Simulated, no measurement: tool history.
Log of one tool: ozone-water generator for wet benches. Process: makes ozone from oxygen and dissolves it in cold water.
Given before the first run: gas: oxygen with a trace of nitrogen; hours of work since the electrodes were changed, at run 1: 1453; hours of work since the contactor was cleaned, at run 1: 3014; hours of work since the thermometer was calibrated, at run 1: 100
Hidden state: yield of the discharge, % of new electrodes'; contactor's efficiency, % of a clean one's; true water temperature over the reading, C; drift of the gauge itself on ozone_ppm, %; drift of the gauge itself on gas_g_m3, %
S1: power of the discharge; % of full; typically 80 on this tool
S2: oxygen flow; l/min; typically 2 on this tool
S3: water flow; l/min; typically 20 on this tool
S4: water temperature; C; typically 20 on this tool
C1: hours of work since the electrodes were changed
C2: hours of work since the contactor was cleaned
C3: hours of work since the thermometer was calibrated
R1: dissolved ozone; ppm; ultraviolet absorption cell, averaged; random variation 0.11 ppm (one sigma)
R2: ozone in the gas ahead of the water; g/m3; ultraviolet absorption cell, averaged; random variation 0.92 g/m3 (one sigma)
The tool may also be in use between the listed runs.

run	hour	S1	S2	S3	S4	C1	C2	C3	R1	R2
1	0	80	2	20	20	1453	3014	100	6.5	148.3
# hour 44: contactor cleaned
2	65.3	80	1.66	20	20	1499	16	146	6.4	166.9
3	178.8	80	2	20	20	1585	101	231	6.9	148.4
4	272.1	80	2	20	20	1655	172	301	6.5	144.6
5	327.6	80	2	20	13	1696	213	343	6.9	146.1
6	416.4	80	1.07	20	20	1763	280	410	6	213.8
7	496.9	80	1.07	20	20	1824	340	470	5.9	217.2
# hour 505.2: water thermometer calibrated
8	614.8	80	1.07	20	20	1912	429	82	6	212.4
9	712.4	80	1.64	20	20	1985	502	156	6.4	161.7
10	823.8	80	1.64	20	20	2069	586	240	6.3	164
11	903.6	69	3.48	18	15	2129	646	300	7.1	92.1
# hour 947.6: water thermometer calibrated, once more
12	1022.2	80	1.82	20	20	2218	735	56	6.3	150.9
13	1126.1	79	1.16	20	24	2296	813	134	5.8	198.1
14	1226.4	100	1.74	12	23	2371	888	210	12.2	177.9
15	1318	42	1.13	12	17	2440	957	278	7.1	136.6
16	1420.7	80	2	17	17	2517	1034	356	7.8	140.9
17	1482.8	45	1.4	23	27	2564	1081	402	3.5	123.2
18	1590	45	1.4	23	14	2645	1161	483	3.8	121.9
19	1700.2	80	2	20	20	2728	1244	566	6.2	140.9
20	1789.5	73	1.31	20	16	2795	1312	633	5.6	170.3

Branching from run 20: 3 alternative next runs. What would each branch give?
A	1892.2	46	3.1	20	20	2872	1389	710	?	?
B	1892.2	61	1.31	20	16	2872	1389	710	?	?
C	1892.2	68	2.4	14	20	2872	1389	710	?	?

run	R1	R2
A	4.6	75.5
B	5	155
C	8.2	113
The same runs, with their run-to-run variation unchanged, on a tool lacking any hidden condition would have given:
run	R1	R2
A	5.1	81.1
B	5.6	169.7
C	9.3	124.5
